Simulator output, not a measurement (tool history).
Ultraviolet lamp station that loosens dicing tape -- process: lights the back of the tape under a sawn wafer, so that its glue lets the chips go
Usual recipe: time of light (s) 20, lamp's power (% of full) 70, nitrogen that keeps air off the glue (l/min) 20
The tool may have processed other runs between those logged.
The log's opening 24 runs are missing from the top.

run   hour  time of light (s)  lamp's power (% of full)  nitrogen that keeps air off the glue (l/min)  hours of work of the lamp  hours of work since the window was cleaned  force that peels the tape off (N)  light that reached the tape (J/m2)
 25  289.6                 20                        76                                            20                        384                                          40                              0.564                                2310
 26  303.0                 14                        86                                            20                        392                                          49                              0.842                                1870
 27  309.8                 17                        61                                            29                        397                                          54                              0.987                                1570
     322.9  -- window cleaned of glue's vapour, once more
 28  327.1                 24                        92                                            20                        408                                           3                              0.220                                3970
 29  334.9                 24                        92                                            20                        413                                           8                              0.202                                4040
 30  342.7                 11                        61                                            20                        418                                          13                              1.504                                1160
 31  357.7                 20                        64                                            20                        428                                          23                              0.596                                2280
 32  370.9                 20                        78                                            20                        437                                          31                              0.429                                2820
 33  380.8                 22                        63                                            34                        443                                          38                              0.446                                2460
 34  392.1                 20                        70                                            10                        450                                          45                              0.675                                2530
 35  399.2                 14                        63                                            31                        455                                          50                              0.993                                1590

What will run 36 give?
 36  408.9                 10                        72                                            20                        461                                          56                                  ?                                   ?

{"run 36": {"force that peels the tape off (N)": 1.43, "light that reached the tape (J/m2)": 1250}}
If the tool had no hidden condition, the same run with the same run-to-run variation would have returned force that peels the tape off (N) 1.211, light that reached the tape (J/m2) 1440.

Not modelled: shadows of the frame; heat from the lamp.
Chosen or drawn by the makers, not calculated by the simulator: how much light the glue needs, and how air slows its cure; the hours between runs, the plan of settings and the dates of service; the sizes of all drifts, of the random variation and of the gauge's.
